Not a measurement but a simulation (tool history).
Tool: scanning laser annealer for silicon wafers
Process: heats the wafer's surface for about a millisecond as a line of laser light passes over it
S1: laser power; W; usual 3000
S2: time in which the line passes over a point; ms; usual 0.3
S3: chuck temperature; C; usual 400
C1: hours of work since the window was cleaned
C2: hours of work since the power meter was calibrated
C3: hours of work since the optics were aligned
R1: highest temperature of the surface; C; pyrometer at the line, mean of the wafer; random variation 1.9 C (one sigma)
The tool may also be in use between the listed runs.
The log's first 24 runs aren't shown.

| run | hour | S1 | S2 | S3 | C1 | C2 | C3 | R1 |
|---|---|---|---|---|---|---|---|---|
| 25 | 1101 | 2751 | 0.3 | 408 | 424 | 751 | 598 | 1135 |
| 26 | 1126.3 | 2751 | 0.259 | 383 | 436 | 762 | 610 | 1052 |
| 27 | 1157.3 | 3161 | 0.245 | 382 | 450 | 777 | 624 | 1134 |
|  | 1204.6 | window over the wafer cleaned |
| 28 | 1213.1 | 2922 | 0.319 | 413 | 4 | 802 | 649 | 1211 |
| 29 | 1247.7 | 3108 | 0.309 | 386 | 20 | 818 | 665 | 1224 |
| 30 | 1300.7 | 3072 | 0.234 | 379 | 45 | 843 | 690 | 1090 |
| 31 | 1337.5 | 3072 | 0.234 | 379 | 62 | 860 | 707 | 1095 |
| 32 | 1372.5 | 3000 | 0.304 | 428 | 78 | 876 | 724 | 1231 |
| 33 | 1407.2 | 3000 | 0.273 | 439 | 94 | 892 | 740 | 1191 |
| 34 | 1457.1 | 3000 | 0.273 | 439 | 118 | 916 | 763 | 1191 |
| 35 | 1507.9 | 3019 | 0.338 | 400 | 141 | 939 | 787 | 1251 |
| 36 | 1548.9 | 3019 | 0.338 | 400 | 160 | 958 | 806 | 1253 |
| 37 | 1605 | 3019 | 0.338 | 422 | 187 | 985 | 832 | 1274 |
| 38 | 1660.5 | 3090 | 0.3 | 400 | 213 | 1010 | 858 | 1215 |
| 39 | 1712.3 | 3000 | 0.362 | 400 | 237 | 1035 | 882 | 1277 |
| 40 | 1739.2 | 2756 | 0.3 | 400 | 249 | 1047 | 895 | 1128 |
| 41 | 1762.7 | 2756 | 0.3 | 400 | 260 | 1058 | 906 | 1124 |

Forecast each of these 4 alternatives for the next run:
| A | 1804 | 3000 | 0.267 | 438 | 279 | 1077 | 925 | ? |
| B | 1804 | 3000 | 0.263 | 400 | 279 | 1077 | 925 | ? |
| C | 1804 | 2983 | 0.3 | 419 | 279 | 1077 | 925 | ? |
| D | 1804 | 2555 | 0.316 | 400 | 279 | 1077 | 925 | ? |

| run | R1 |
|---|---|
| A | 1182 |
| B | 1135 |
| C | 1211 |
| D | 1087 |
Without the tool's hidden state the same runs would have given:
| run | R1 |
|---|---|
| A | 1183 |
| B | 1135 |
| C | 1212 |
| D | 1088 |
